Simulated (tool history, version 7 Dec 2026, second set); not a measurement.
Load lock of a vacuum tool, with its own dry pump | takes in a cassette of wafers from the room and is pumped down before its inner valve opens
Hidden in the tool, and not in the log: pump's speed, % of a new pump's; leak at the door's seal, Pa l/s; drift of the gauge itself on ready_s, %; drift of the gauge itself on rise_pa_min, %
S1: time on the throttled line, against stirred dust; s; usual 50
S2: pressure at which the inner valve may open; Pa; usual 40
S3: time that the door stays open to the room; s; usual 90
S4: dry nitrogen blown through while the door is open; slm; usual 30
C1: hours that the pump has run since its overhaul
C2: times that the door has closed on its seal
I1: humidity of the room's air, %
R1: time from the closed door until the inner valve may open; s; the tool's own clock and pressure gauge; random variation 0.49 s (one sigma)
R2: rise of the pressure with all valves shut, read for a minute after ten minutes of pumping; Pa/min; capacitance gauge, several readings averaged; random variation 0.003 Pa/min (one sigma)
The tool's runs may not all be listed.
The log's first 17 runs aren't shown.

run	hour	S1	S2	S3	S4	C1	C2	I1	R1	R2
18	5459.1	58	40	90	30	7031	18027	42.2	101.9	0.028
19	5802.1	59	40	90	30	7374	18708	42.2	103.3	0.036
20	6045.6	59	40	90	30	7617	19192	45.7	102.7	0.036
21	6381.4	51	62	54	30	7953	19858	45.2	94.1	0.025
22	6693.4	25	32	107	30	8265	20477	44.9	80.4	0.029
23	6940	91	30	107	30	8512	20967	41.3	128.6	0.031
24	7130.8	91	29	107	23	8702	21346	46.5	129.6	0.045
25	7433.5	40	29	142	23	9005	21947	45.6	91	0.037
26	7697	50	67	90	11	9269	22470	45.1	91.8	0.035
# hour 8074.1: dry pump taken out, an overhauled one fitted
27	8139.5	50	42	90	24	65	23336	46	95.1	0.035
28	8415.5	38	40	90	44	341	23884	46	87.7	0.029
29	8653.3	50	40	90	14	579	24356	43.3	96	0.041
30	8942.2	50	66	174	30	868	24930	45.3	92.4	0.041
31	9240.6	50	66	174	30	1167	25522	42.6	92.7	0.039
32	9585.4	50	66	174	30	1511	26206	41.5	92.3	0.04
33	9894.9	50	66	174	30	1821	26821	45.8	93	0.041
34	10152.2	50	66	174	30	2078	27332	44.3	92.1	0.039
35	10417	70	40	90	30	2343	27857	46	110.5	0.032
36	10624.4	92	40	26	13	2550	28269	45.3	127.3	0.028
37	10978.4	50	74	90	38	2904	28972	46.2	91.5	0.034
38	11344.4	50	74	90	38	3270	29698	45.8	90.9	0.026

Forecast each of these 3 alternatives for the next run:
A	11762.5	50	71	90	12	3688	30528	42.7	?	?
B	11762.5	50	44	172	20	3688	30528	48.3	?	?
C	11762.5	33	74	48	22	3688	30528	41.6	?	?

run	R1	R2
A	91.6	0.039
B	95.6	0.048
C	78.8	0.028
Without the tool's hidden state the same runs would have given:
run	R1	R2
A	91.6	0.038
B	95.6	0.047
C	78.8	0.026
